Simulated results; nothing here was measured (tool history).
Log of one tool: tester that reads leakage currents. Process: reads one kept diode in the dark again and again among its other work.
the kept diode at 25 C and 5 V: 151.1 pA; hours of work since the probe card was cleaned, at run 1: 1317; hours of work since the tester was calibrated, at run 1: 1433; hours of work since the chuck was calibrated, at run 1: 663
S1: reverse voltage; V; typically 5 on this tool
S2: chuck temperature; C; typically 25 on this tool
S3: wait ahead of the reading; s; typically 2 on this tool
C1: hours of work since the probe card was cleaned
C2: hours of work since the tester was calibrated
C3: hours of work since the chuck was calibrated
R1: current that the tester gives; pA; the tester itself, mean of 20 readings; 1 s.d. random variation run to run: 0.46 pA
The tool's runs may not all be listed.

run 1 hour=0 | S1=5 S2=25 S3=2 | C1=1317 C2=1433 C3=663 | R1=174.89
run 2 hour=60.8 | S1=5 S2=25 S3=2 | C1=1352 C2=1468 C3=698 | R1=176.3
run 3 hour=162.6 | S1=5 S2=25 S3=1.96 | C1=1410 C2=1526 C3=756 | R1=177.45
run 4 hour=268 | S1=5 S2=25 S3=1.96 | C1=1470 C2=1586 C3=816 | R1=178.62
-- hour=303.6 probe card cleaned and baked
run 5 hour=369.7 | S1=5 S2=25 S3=8.34 | C1=38 C2=1642 C3=872 | R1=167.47
run 6 hour=430.7 | S1=5 S2=38 S3=8.34 | C1=72 C2=1677 C3=907 | R1=549.45
run 7 hour=477.2 | S1=5 S2=38 S3=8.34 | C1=99 C2=1703 C3=933 | R1=547.84
run 8 hour=581.2 | S1=5 S2=38 S3=8.34 | C1=158 C2=1763 C3=993 | R1=555.68
-- hour=640.8 chuck's temperature calibrated
run 9 hour=694.9 | S1=5 S2=38 S3=8.34 | C1=222 C2=1826 C3=31 | R1=500.49
run 10 hour=779.6 | S1=1.68 S2=25 S3=2 | C1=270 C2=1875 C3=79 | R1=90.35
run 11 hour=852.2 | S1=1.68 S2=25 S3=2 | C1=312 C2=1916 C3=121 | R1=91.36
run 12 hour=945.7 | S1=1.68 S2=25 S3=2 | C1=365 C2=1969 C3=174 | R1=91.8
run 13 hour=1015.8 | S1=5 S2=25 S3=0.62 | C1=405 C2=2009 C3=214 | R1=159.11
run 14 hour=1099.6 | S1=5 S2=25 S3=0.62 | C1=453 C2=2057 C3=262 | R1=160.39
run 15 hour=1152.2 | S1=5 S2=25 S3=0.62 | C1=483 C2=2087 C3=292 | R1=161.24
run 16 hour=1260.8 | S1=1.37 S2=25 S3=0.62 | C1=545 C2=2149 C3=353 | R1=86.14
run 17 hour=1374.6 | S1=1.37 S2=25 S3=0.62 | C1=609 C2=2214 C3=418 | R1=85.91
run 18 hour=1443.1 | S1=5 S2=25 S3=2 | C1=648 C2=2253 C3=457 | R1=161.91
run 19 hour=1553.9 | S1=5 S2=25 S3=2 | C1=712 C2=2316 C3=521 | R1=164.11
run 20 hour=1666.3 | S1=5 S2=24 S3=2 | C1=776 C2=2380 C3=585 | R1=151.85
-- hour=1677.8 tester calibrated
run 21 hour=1780.2 | S1=6.47 S2=24 S3=1.29 | C1=839 C2=58 C3=648 | R1=174.72
run 22 hour=1865.8 | S1=19.93 S2=28 S3=2 | C1=888 C2=107 C3=697 | R1=446.82
run 23 hour=1970.9 | S1=19.93 S2=28 S3=2 | C1=948 C2=167 C3=757 | R1=449.45
-- hour=2075.8 tester calibrated, once more
run 24 hour=2087.1 | S1=1.76 S2=24 S3=6.98 | C1=1013 C2=6 C3=822 | R1=92.64
run 25 hour=2143.9 | S1=5 S2=41 S3=2 | C1=1046 C2=39 C3=855 | R1=701.24
run 26 hour=2209 | S1=18.65 S2=31 S3=0.62 | C1=1083 C2=76 C3=892 | R1=581.18
run 27 hour=2320.3 | S1=2.46 S2=46 S3=2 | C1=1146 C2=139 C3=955 | R1=769.31
run 28 hour=2410.5 | S1=2.46 S2=46 S3=2 | C1=1198 C2=191 C3=1007 | R1=768.87
-- hour=2444.8 chuck's temperature calibrated
run 29 hour=2510 | S1=5.76 S2=42 S3=0.75 | C1=1253 C2=246 C3=37 | R1=783.61
run 30 hour=2623.1 | S1=5 S2=21 S3=2.56 | C1=1318 C2=311 C3=102 | R1=114.66
run 31 hour=2715.2 | S1=2.71 S2=25 S3=6.81 | C1=1370 C2=363 C3=154 | R1=121.4
run 32 hour=2764.3 | S1=2.71 S2=25 S3=6.81 | C1=1398 C2=391 C3=182 | R1=122.38
run 33 hour=2843 | S1=2.71 S2=25 S3=6.81 | C1=1443 C2=436 C3=227 | R1=123.32
-- hour=2923.5 probe card cleaned and baked
run 34 hour=2926.5 | S1=2.71 S2=25 S3=6.81 | C1=2 C2=482 C3=273 | R1=117.13
run 35 hour=2975.2 | S1=6.28 S2=35 S3=0.98 | C1=30 C2=510 C3=301 | R1=447.03
run 36 hour=3033 | S1=6.28 S2=35 S3=0.98 | C1=62 C2=543 C3=334 | R1=448.81
run 37 hour=3106.1 | S1=8.35 S2=53 S3=0.98 | C1=104 C2=584 C3=375 | R1=2358.94
run 38 hour=3209.9 | S1=8.35 S2=53 S3=0.98 | C1=163 C2=644 C3=434 | R1=2364.88
run 39 hour=3316 | S1=4.53 S2=55 S3=2 | C1=224 C2=704 C3=495 | R1=2079.79

Here are 4 independent what-if runs from the current tool condition. What would each one return?
run A hour=3374.6 | S1=5 S2=48 S3=4.8 | C1=257 C2=738 C3=528 | R1=?
run B hour=3374.6 | S1=1.75 S2=23 S3=2 | C1=257 C2=738 C3=528 | R1=?
run C hour=3374.6 | S1=12.86 S2=55 S3=2 | C1=257 C2=738 C3=528 | R1=?
run D hour=3374.6 | S1=8.1 S2=32 S3=1.3 | C1=257 C2=738 C3=528 | R1=?

run=A R1=1240.61
run=B R1=80.99
run=C R1=3440.79
run=D R1=397.67
With no hidden state in the tool, these same runs would have given:
run=A R1=1174.71
run=B R1=75.47
run=C R1=3265.44
run=D R1=372.09
